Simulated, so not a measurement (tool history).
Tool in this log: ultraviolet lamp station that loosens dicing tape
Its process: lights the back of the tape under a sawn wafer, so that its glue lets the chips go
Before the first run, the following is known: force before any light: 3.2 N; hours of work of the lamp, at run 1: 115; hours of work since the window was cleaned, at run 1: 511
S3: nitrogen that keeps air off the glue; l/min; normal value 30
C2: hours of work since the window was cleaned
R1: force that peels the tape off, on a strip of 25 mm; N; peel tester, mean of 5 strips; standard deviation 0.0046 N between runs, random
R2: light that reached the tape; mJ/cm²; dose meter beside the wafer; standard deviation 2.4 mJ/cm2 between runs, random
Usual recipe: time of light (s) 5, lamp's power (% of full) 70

Run 1, hour 0.0: usual settings; hours of work of the lamp 115; C2 511. Result: R1 0.265 N, R2 234 mJ/cm².
Run 2, hour 9.1: usual settings; hours of work of the lamp 120; C2 516. Result: R1 0.256 N, R2 236 mJ/cm².
Run 3, hour 17.8: usual settings; hours of work of the lamp 124; C2 520. Result: R1 0.261 N, R2 234 mJ/cm².
Run 4, hour 28.2: usual settings; hours of work of the lamp 129; C2 525. Result: R1 0.270 N, R2 235 mJ/cm².
Run 5, hour 35.3: usual settings; hours of work of the lamp 133; C2 529. Result: R1 0.260 N, R2 239 mJ/cm².
Run 6, hour 45.7: usual settings; hours of work of the lamp 138; C2 534. Result: R1 0.255 N, R2 234 mJ/cm².
Run 7, hour 51.0: usual settings but lamp's power (% of full) 72; hours of work of the lamp 140; C2 536. Result: R1 0.255 N, R2 241 mJ/cm².
Run 8, hour 59.2: usual settings but lamp's power (% of full) 72; hours of work of the lamp 144; C2 540. Result: R1 0.261 N, R2 243 mJ/cm².
Run 9, hour 68.2: usual settings but lamp's power (% of full) 89; hours of work of the lamp 149; C2 545. Result: R1 0.213 N, R2 294 mJ/cm².
Run 10, hour 73.7: usual settings but lamp's power (% of full) 89; hours of work of the lamp 151; C2 547. Result: R1 0.216 N, R2 299 mJ/cm².
Run 11, hour 81.0: usual settings but lamp's power (% of full) 89; hours of work of the lamp 155; C2 551. Result: R1 0.210 N, R2 296 mJ/cm².
Run 12, hour 89.0: usual settings but lamp's power (% of full) 89; hours of work of the lamp 159; C2 555. Result: R1 0.212 N, R2 298 mJ/cm².
Run 13, hour 95.9: usual settings but lamp's power (% of full) 89; hours of work of the lamp 162; C2 558. Result: R1 0.210 N, R2 294 mJ/cm².
Run 14, hour 102.1: usual settings; hours of work of the lamp 165; C2 561. Result: R1 0.265 N, R2 233 mJ/cm².
Run 15, hour 108.2: usual settings but S3 9 l/min; hours of work of the lamp 168; C2 564. Result: R1 0.543 N, R2 230 mJ/cm².
Run 16, hour 114.8: usual settings; hours of work of the lamp 171; C2 567. Result: R1 0.267 N, R2 233 mJ/cm².
Run 17, hour 125.1: usual settings; hours of work of the lamp 176; C2 572. Result: R1 0.267 N, R2 225 mJ/cm².
Run 18, hour 136.7: usual settings; hours of work of the lamp 182; C2 578. Result: R1 0.267 N, R2 235 mJ/cm².
Run 19, hour 145.5: usual settings; hours of work of the lamp 186; C2 582. Result: R1 0.264 N, R2 229 mJ/cm².
Run 20, hour 152.4: usual settings but S3 25 l/min; hours of work of the lamp 190; C2 586. Result: R1 0.298 N, R2 232 mJ/cm².
Run 21, hour 158.2: usual settings but S3 25 l/min; hours of work of the lamp 192; C2 588. Result: R1 0.298 N, R2 231 mJ/cm².
Run 22, hour 163.3: usual settings but S3 25 l/min; hours of work of the lamp 195; C2 591. Result: R1 0.299 N, R2 227 mJ/cm².
Run 23, hour 173.0: usual settings but time of light (s) 3; hours of work of the lamp 200; C2 596. Result: R1 0.561 N, R2 140 mJ/cm².
Run 24, hour 180.4: usual settings but time of light (s) 3; hours of work of the lamp 203; C2 599. Result: R1 0.541 N, R2 142 mJ/cm².
Run 25, hour 187.2: usual settings but time of light (s) 3; hours of work of the lamp 207; C2 602. Result: R1 0.555 N, R2 136 mJ/cm².
Run 26, hour 194.6: usual settings but time of light (s) 6, lamp's power (% of full) 90, S3 9 l/min; hours of work of the lamp 210; C2 606. Result: R1 0.303 N, R2 350 mJ/cm².
Run 27, hour 202.8: usual settings but time of light (s) 6, lamp's power (% of full) 90, S3 9 l/min; hours of work of the lamp 214; C2 610. Result: R1 0.302 N, R2 353 mJ/cm².
Run 28, hour 210.4: usual settings but time of light (s) 6, lamp's power (% of full) 100, S3 52 l/min; hours of work of the lamp 218; C2 614. Result: R1 0.177 N, R2 388 mJ/cm².
Run 29, hour 216.4: usual settings but time of light (s) 3, lamp's power (% of full) 98, S3 17 l/min; hours of work of the lamp 221; C2 617. Result: R1 0.496 N, R2 188 mJ/cm².
Run 30, hour 228.1: usual settings but time of light (s) 3, lamp's power (% of full) 65, S3 53 l/min; hours of work of the lamp 226; C2 622. Result: R1 0.468 N, R2 123 mJ/cm².
Run 31, hour 233.9: usual settings but lamp's power (% of full) 85, S3 28 l/min; hours of work of the lamp 229; C2 625. Result: R1 0.225 N, R2 277 mJ/cm².
Run 32, hour 239.8: usual settings but time of light (s) 4, lamp's power (% of full) 66, S3 28 l/min; hours of work of the lamp 232; C2 628. Result: R1 0.427 N, R2 174 mJ/cm².
Run 33, hour 249.5: usual settings but lamp's power (% of full) 86, S3 42 l/min; hours of work of the lamp 237; C2 633. Result: R1 0.204 N, R2 282 mJ/cm².
Run 34, hour 259.7: usual settings but time of light (s) 2, lamp's power (% of full) 64; hours of work of the lamp 242; C2 638. Result: R1 1.051 N, R2 83 mJ/cm².
Run 35, hour 266.5: usual settings but time of light (s) 2, lamp's power (% of full) 64; hours of work of the lamp 245; C2 641. Result: R1 1.048 N, R2 84 mJ/cm².
Run 36, hour 272.6: usual settings but lamp's power (% of full) 64, S3 32 l/min; hours of work of the lamp 248; C2 644. Result: R1 0.306 N, R2 205 mJ/cm².
Run 37, hour 283.3: usual settings but time of light (s) 9, S3 38 l/min; hours of work of the lamp 253; C2 649. Result: R1 0.180 N, R2 400 mJ/cm².
Run 38, hour 292.5: usual settings but time of light (s) 2, lamp's power (% of full) 79, S3 15 l/min; hours of work of the lamp 258; C2 654. Result: R1 1.132 N, R2 101 mJ/cm².
Run 39, hour 299.3: usual settings but time of light (s) 2, lamp's power (% of full) 79, S3 15 l/min; hours of work of the lamp 261; C2 657. Result: R1 1.142 N, R2 99 mJ/cm².
Run 40, hour 304.9: usual settings but lamp's power (% of full) 91, S3 31 l/min; hours of work of the lamp 264; C2 660. Result: R1 0.202 N, R2 288 mJ/cm².
Run 41, hour 310.7: usual settings but lamp's power (% of full) 91, S3 31 l/min; hours of work of the lamp 267; C2 663. Result: R1 0.207 N, R2 288 mJ/cm².
Run 42, hour 315.8: usual settings but time of light (s) 2; hours of work of the lamp 269; C2 665. Result: R1 0.953 N, R2 89 mJ/cm².
Run 43, hour 325.9: usual settings but time of light (s) 3, lamp's power (% of full) 83, S3 41 l/min; hours of work of the lamp 274; C2 670. Result: R1 0.382 N, R2 160 mJ/cm².
At hour 332.8: window cleaned of glue's vapour.
Run 44, hour 334.7: usual settings but time of light (s) 3, lamp's power (% of full) 83, S3 41 l/min; hours of work of the lamp 278; C2 1. Result: R1 0.330 N, R2 171 mJ/cm².

Predict each of these 3 candidate next runs independently; none follows another, all start after run 44:
Run A, hour 341.9: usual settings but S3 9 l/min; hours of work of the lamp 282; C2 4. Result: R1 ?, R2 ?.
Run B, hour 341.9: usual settings but lamp's power (% of full) 98; hours of work of the lamp 282; C2 4. Result: R1 ?, R2 ?.
Run C, hour 341.9: usual settings but time of light (s) 4, S3 13 l/min; hours of work of the lamp 282; C2 4. Result: R1 ?, R2 ?.

run     R1   R2
  A  0.522  241
  B  0.198  339
  C  0.579  191
The same runs, with their run-to-run variation unchanged, on a tool lacking any hidden condition would have given:
run     R1   R2
  A  0.474  258
  B  0.192  363
  C  0.525  205

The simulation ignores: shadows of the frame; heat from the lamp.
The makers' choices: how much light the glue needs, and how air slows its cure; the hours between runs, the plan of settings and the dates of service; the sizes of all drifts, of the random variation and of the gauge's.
